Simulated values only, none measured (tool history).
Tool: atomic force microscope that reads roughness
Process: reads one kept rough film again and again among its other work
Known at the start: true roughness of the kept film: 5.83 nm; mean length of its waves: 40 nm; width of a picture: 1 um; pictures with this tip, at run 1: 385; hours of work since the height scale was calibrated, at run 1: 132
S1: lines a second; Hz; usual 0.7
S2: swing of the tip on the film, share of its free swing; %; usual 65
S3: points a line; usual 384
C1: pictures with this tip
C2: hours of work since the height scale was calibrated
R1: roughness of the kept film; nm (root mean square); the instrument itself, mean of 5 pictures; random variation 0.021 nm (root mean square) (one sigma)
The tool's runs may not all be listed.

run 1 hour=0 | S1=0.7 S2=65 S3=384 | C1=385 C2=132 | R1=4.492
-- hour=10.7 new tip fitted
run 2 hour=28.6 | S1=0.7 S2=65 S3=384 | C1=26 C2=144 | R1=5.079
run 3 hour=58.4 | S1=0.7 S2=65 S3=384 | C1=69 C2=156 | R1=4.973
run 4 hour=79.2 | S1=0.7 S2=71 S3=384 | C1=100 C2=165 | R1=4.84
run 5 hour=110.7 | S1=0.7 S2=65 S3=384 | C1=145 C2=179 | R1=4.803
run 6 hour=125.8 | S1=0.7 S2=65 S3=384 | C1=167 C2=185 | R1=4.785
-- hour=128.8 height scale calibrated on a step standard
run 7 hour=152.6 | S1=0.7 S2=65 S3=384 | C1=205 C2=10 | R1=4.692
run 8 hour=178.2 | S1=0.7 S2=65 S3=384 | C1=242 C2=21 | R1=4.559
run 9 hour=196.2 | S1=0.7 S2=65 S3=275 | C1=268 C2=29 | R1=4.516
-- hour=218.9 height scale calibrated on a step standard, once more
run 10 hour=220.8 | S1=0.7 S2=65 S3=856 | C1=303 C2=1 | R1=4.533
run 11 hour=238.3 | S1=0.7 S2=87 S3=856 | C1=328 C2=8 | R1=4.272
run 12 hour=275.8 | S1=2.756 S2=72 S3=384 | C1=383 C2=24 | R1=3.939
-- hour=289 new tip fitted
run 13 hour=292.8 | S1=1.525 S2=76 S3=384 | C1=6 C2=31 | R1=4.787
run 14 hour=329.6 | S1=1.525 S2=70 S3=258 | C1=59 C2=47 | R1=4.771
run 15 hour=349.2 | S1=0.7 S2=65 S3=261 | C1=88 C2=55 | R1=4.925
run 16 hour=378.6 | S1=0.7 S2=87 S3=261 | C1=130 C2=68 | R1=4.596

Forecast each of these 5 alternatives for the next run:
run A hour=413.6 | S1=1.548 S2=56 S3=261 | C1=181 C2=83 | R1=?
run B hour=413.6 | S1=1.251 S2=57 S3=903 | C1=181 C2=83 | R1=?
run C hour=413.6 | S1=0.958 S2=87 S3=261 | C1=181 C2=83 | R1=?
run D hour=413.6 | S1=0.555 S2=87 S3=261 | C1=181 C2=83 | R1=?
run E hour=413.6 | S1=0.579 S2=78 S3=384 | C1=181 C2=83 | R1=?

run=A R1=4.76
run=B R1=4.788
run=C R1=4.382
run=D R1=4.53
run=E R1=4.692
Without the tool's hidden state the same runs would have given:
run=A R1=5.151
run=B R1=5.181
run=C R1=4.742
run=D R1=4.903
run=E R1=5.078
